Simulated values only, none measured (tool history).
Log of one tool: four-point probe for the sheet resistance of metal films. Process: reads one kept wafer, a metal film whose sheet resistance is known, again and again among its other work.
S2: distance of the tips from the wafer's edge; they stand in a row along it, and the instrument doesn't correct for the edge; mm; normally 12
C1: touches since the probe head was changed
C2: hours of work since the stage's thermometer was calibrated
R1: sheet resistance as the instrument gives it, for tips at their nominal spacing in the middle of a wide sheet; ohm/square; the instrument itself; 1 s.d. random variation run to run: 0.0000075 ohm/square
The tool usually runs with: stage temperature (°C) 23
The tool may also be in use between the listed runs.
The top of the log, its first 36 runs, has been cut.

run 37 hour=736.8 | stage_temperature_(°C)=25 S2=7 | C1=51385 C2=1156 | R1=0.037750
run 38 hour=750.3 | stage_temperature_(°C)=25 S2=7 | C1=51812 C2=1165 | R1=0.037764
run 39 hour=767.2 | stage_temperature_(°C)=25 S2=7 | C1=52346 C2=1176 | R1=0.037750
run 40 hour=779.3 | stage_temperature_(°C)=25 S2=7 | C1=52729 C2=1184 | R1=0.037770
run 41 hour=797.1 | stage_temperature_(°C)=22 S2=4 | C1=53295 C2=1196 | R1=0.038095
run 42 hour=815.2 | stage_temperature_(°C)=23 S2=8 | C1=53866 C2=1208 | R1=0.037726
run 43 hour=827.9 | stage_temperature_(°C)=21 S2=4 | C1=54269 C2=1216 | R1=0.038107
run 44 hour=844.1 | stage_temperature_(°C)=24 S2=4 | C1=54780 C2=1227 | R1=0.038116
run 45 hour=872.8 | stage_temperature_(°C)=24 S2=19 | C1=55689 C2=1246 | R1=0.037613

Forecast each of these 3 alternatives for the next run:
run A hour=898.1 | stage_temperature_(°C)=33 S2=37 | C1=56492 C2=1263 | R1=?
run B hour=898.1 | stage_temperature_(°C)=30 S2=16 | C1=56492 C2=1263 | R1=?
run C hour=898.1 | stage_temperature_(°C)=25 S2=19 | C1=56492 C2=1263 | R1=?

run=A R1=0.037587
run=B R1=0.037614
run=C R1=0.037626
What these runs would have given with no unlogged condition in the tool:
run=A R1=0.037588
run=B R1=0.037615
run=C R1=0.037627
